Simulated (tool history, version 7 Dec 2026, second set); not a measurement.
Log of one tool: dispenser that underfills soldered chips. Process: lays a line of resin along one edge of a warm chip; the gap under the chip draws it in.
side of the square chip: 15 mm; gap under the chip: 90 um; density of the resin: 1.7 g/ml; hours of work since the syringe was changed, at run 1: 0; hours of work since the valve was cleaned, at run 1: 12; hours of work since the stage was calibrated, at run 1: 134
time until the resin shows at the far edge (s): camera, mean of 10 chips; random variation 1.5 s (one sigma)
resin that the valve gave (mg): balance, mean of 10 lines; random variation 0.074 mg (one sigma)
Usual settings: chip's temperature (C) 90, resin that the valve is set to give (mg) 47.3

run,day,chip's temperature (C),resin that the valve is set to give (mg),hours of work since the syringe was changed,hours of work since the valve was cleaned,hours of work since the stage was calibrated,time until the resin shows at the far edge (s),resin that the valve gave (mg)
1,0.000,90,47.3,0,12,134,147.4,47.04
2,0.167,90,47.3,3,15,137,160.6,47.06
# day 0.371: new syringe of resin
3,0.396,101,47.3,0,18,140,109.1,46.91
4,0.612,101,47.3,4,22,144,121.9,47.03
5,0.733,101,47.3,6,24,145,127.1,47.04
# day 0.788: new syringe of resin
6,0.938,101,47.3,2,26,148,116.6,46.86
7,1.104,90,47.3,5,29,151,172.1,46.93
# day 1.204: new syringe of resin
8,1.317,90,47.3,2,32,154,158.5,46.71
9,1.558,90,47.3,6,36,158,182.0,46.74
# day 1.608: new syringe of resin
10,1.817,90,47.3,3,40,162,164.7,46.53
# day 2.017: new syringe of resin
11,2.042,90,61.5,0,43,165,144.5,60.63
12,2.304,90,61.5,4,47,169,167.6,60.38
# day 2.425: new syringe of resin
13,2.425,90,61.5,0,49,171,139.6,60.63
14,2.642,90,61.5,3,52,174,159.0,60.43
# day 2.838: new syringe of resin
15,2.867,90,61.5,0,55,177,144.1,60.47
16,3.075,89,61.5,4,59,181,168.5,60.28
# day 3.242: new syringe of resin
17,3.317,90,47.3,1,62,184,157.1,46.40
18,3.500,90,47.3,4,65,187,172.0,46.21
# day 3.646: new syringe of resin
19,3.758,90,47.3,2,69,191,160.6,46.33
# day 3.967: dispensing valve cleaned and set on the balance
20,4.017,90,47.3,5,1,194,178.6,47.21
# day 4.100: new syringe of resin
21,4.225,93,48.3,2,4,197,145.9,48.07
22,4.404,84,55.2,5,7,200,205.7,55.08
# day 4.504: new syringe of resin
23,4.525,89,59.8,0,8,202,151.7,59.57
24,4.729,75,49.9,4,11,205,263.2,49.65
# day 4.908: new syringe of resin
25,4.962,78,56.6,1,15,208,214.8,56.23
26,5.221,79,54.7,5,19,212,240.0,54.52
# day 5.308: new syringe of resin
27,5.396,86,52.8,1,21,215,171.6,52.45
28,5.567,86,52.8,4,24,217,185.3,52.49
# day 5.721: new syringe of resin
29,5.792,101,47.3,1,27,221,111.3,47.01
30,6.000,101,47.3,4,31,224,127.1,46.95
# day 6.121: new syringe of resin
31,6.129,101,47.5,0,32,226,106.9,47.02
32,6.375,83,41.3,4,36,229,221.6,40.88
# day 6.533: new syringe of resin
33,6.538,83,41.3,0,38,232,194.7,40.84
34,6.708,94,61.0,3,41,234,144.2,60.33
# day 6.938: new syringe of resin
35,6.946,80,46.0,0,45,238,205.9,45.31
36,7.083,96,48.2,2,47,240,135.9,47.47

Forecast each of these 3 alternatives for the next run:
A,7.267,96,43.6,5,50,243,?,?
B,7.267,94,52.1,5,50,243,?,?
C,7.267,90,43.2,5,50,243,?,?

run,time until the resin shows at the far edge (s),resin that the valve gave (mg)
A,152.5,42.93
B,158.5,51.27
C,182.5,42.45
Without the tool's hidden state the same runs would have given:
run,time until the resin shows at the far edge (s),resin that the valve gave (mg)
A,121.1,43.61
B,126.3,52.07
C,144.8,43.11
